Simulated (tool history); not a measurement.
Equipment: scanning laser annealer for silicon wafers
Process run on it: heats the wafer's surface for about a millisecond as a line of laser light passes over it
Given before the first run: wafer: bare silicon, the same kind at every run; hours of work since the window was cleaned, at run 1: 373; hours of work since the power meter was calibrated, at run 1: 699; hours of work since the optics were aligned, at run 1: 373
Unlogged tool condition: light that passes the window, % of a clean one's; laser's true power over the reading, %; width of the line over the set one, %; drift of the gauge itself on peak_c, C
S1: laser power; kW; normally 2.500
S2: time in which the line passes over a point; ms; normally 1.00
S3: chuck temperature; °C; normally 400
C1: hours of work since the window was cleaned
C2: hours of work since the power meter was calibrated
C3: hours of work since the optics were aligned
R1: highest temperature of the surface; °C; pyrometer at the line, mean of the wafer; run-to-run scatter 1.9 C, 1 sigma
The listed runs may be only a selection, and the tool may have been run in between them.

run    hour     S1    S2   S3   C1    C2    C3    R1
  1     0.0  2.500  1.00  400  373   699   373  1068
       20.3  -- window over the wafer cleaned
  2    61.8  2.500  1.00  400   28   739   413  1117
  3   112.7  2.500  1.00  400   62   773   447  1111
  4   161.9  2.500  1.00  400   95   806   480  1103
  5   201.9  2.500  1.00  400  121   833   507  1104
  6   269.7  2.500  1.00  400  167   878   552  1092
  7   313.6  2.500  1.00  400  196   908   582  1092
  8   352.1  2.192  1.00  400  222   934   607   979
  9   403.8  2.192  0.84  400  257   968   642   929
 10   452.4  2.192  0.84  400  289  1001   675   925
 11   487.3  2.158  1.00  400  312  1024   698   956
 12   541.5  2.500  1.00  400  349  1060   734  1073
 13   584.8  2.500  1.00  400  378  1089   763  1069
      595.8  -- window over the wafer cleaned
 14   615.3  2.500  1.00  400   13  1108   782  1111
 15   667.6  2.500  1.00  400   48  1143   817  1105
 16   732.3  2.500  1.00  400   91  1187   860  1099
 17   772.7  2.500  1.00  400  118  1214   888  1100
 18   816.4  2.634  1.00  426  148  1243   917  1167
 19   847.6  2.277  1.09  400  168  1264   938  1034
 20   909.0  2.277  1.09  400  209  1305   979  1026
 21   957.3  2.328  0.77  400  242  1337  1011   949
 22   999.0  2.328  0.77  400  270  1365  1039   945
 23  1034.7  2.328  0.77  400  294  1389  1063   942
 24  1063.1  2.328  0.77  400  313  1408  1082   937
 25  1095.3  2.359  0.90  398  334  1429  1103   982
 26  1143.1  2.500  1.00  405  366  1461  1135  1072
     1170.3  -- window over the wafer cleaned
 27  1190.4  2.500  0.81  400   13  1492  1166  1041
     1244.9  -- optics aligned, line set to its width
 28  1251.9  2.738  1.02  367   51  1529     5  1181
 29  1310.0  2.520  0.85  401   90  1568    44  1060

Run 30 has not been measured yet. What should we expect?
 30  1348.8  2.520  0.85  401  116  1594  70   ?

R1: 1059 °C
On a tool with no hidden condition, and with the same random variation, this run would have come out at R1 1082 °C.
